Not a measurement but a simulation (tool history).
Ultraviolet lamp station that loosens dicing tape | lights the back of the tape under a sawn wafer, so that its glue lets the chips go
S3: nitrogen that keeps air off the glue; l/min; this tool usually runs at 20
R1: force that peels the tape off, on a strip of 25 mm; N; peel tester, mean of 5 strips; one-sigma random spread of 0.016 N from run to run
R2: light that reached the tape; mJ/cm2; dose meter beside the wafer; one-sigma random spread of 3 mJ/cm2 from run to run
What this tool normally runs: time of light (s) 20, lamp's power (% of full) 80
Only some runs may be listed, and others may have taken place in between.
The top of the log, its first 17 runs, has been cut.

Run 18, hour 645.0: usual settings but lamp's power (% of full) 74. Result: R1 1.512 N, R2 291 mJ/cm2.
Run 19, hour 703.4: usual settings but lamp's power (% of full) 74. Result: R1 1.614 N, R2 288 mJ/cm2.
Run 20, hour 728.6: usual settings but lamp's power (% of full) 74. Result: R1 1.622 N, R2 279 mJ/cm2.
Run 21, hour 764.2: usual settings but time of light (s) 11, lamp's power (% of full) 68, S3 24 l/min. Result: R1 3.457 N, R2 137 mJ/cm2.
Run 22, hour 788.9: usual settings but time of light (s) 11, lamp's power (% of full) 74, S3 14 l/min. Result: R1 3.530 N, R2 147 mJ/cm2.
Run 23, hour 844.5: usual settings but time of light (s) 11, lamp's power (% of full) 74, S3 14 l/min. Result: R1 3.560 N, R2 147 mJ/cm2.
Run 24, hour 869.3: usual settings but time of light (s) 27, lamp's power (% of full) 65. Result: R1 1.433 N, R2 309 mJ/cm2.
Run 25, hour 911.7: usual settings but time of light (s) 17, S3 19 l/min. Result: R1 1.988 N, R2 236 mJ/cm2.
At hour 924.5: window cleaned of glue's vapour.
Run 26, hour 960.9: usual settings but time of light (s) 17, S3 19 l/min. Result: R1 1.811 N, R2 267 mJ/cm2.
Run 27, hour 1017.5: usual settings but time of light (s) 17, S3 19 l/min. Result: R1 1.783 N, R2 259 mJ/cm2.
Run 28, hour 1051.6: usual settings but time of light (s) 17, S3 26 l/min. Result: R1 1.796 N, R2 251 mJ/cm2.
Run 29, hour 1096.9: usual settings but time of light (s) 17, S3 26 l/min. Result: R1 1.906 N, R2 248 mJ/cm2.
Run 30, hour 1151.5: usual settings but time of light (s) 17, S3 26 l/min. Result: R1 1.831 N, R2 248 mJ/cm2.
Run 31, hour 1190.4: usual settings but time of light (s) 17, S3 26 l/min. Result: R1 1.929 N, R2 237 mJ/cm2.
Run 32, hour 1245.6: usual settings but time of light (s) 10, S3 34 l/min. Result: R1 3.257 N, R2 133 mJ/cm2.
Run 33, hour 1301.4: usual settings but time of light (s) 24, lamp's power (% of full) 82, S3 7 l/min. Result: R1 1.831 N, R2 328 mJ/cm2.
Run 34, hour 1333.0: usual settings but S3 38 l/min. Result: R1 1.659 N, R2 256 mJ/cm2.
Run 35, hour 1360.7: usual settings but time of light (s) 22. Result: R1 1.564 N, R2 278 mJ/cm2.

Run 36, settings as shown, results not yet in. Your forecast:
At hour 1386.4: window cleaned of glue's vapour.
Run 36, hour 1386.4: usual settings but time of light (s) 22. Result: R1 ?, R2 ?.

R1: 1.296 N
R2: 325 mJ/cm2
Without the tool's hidden state the same run would have given R1 0.618 N, R2 483 mJ/cm2.
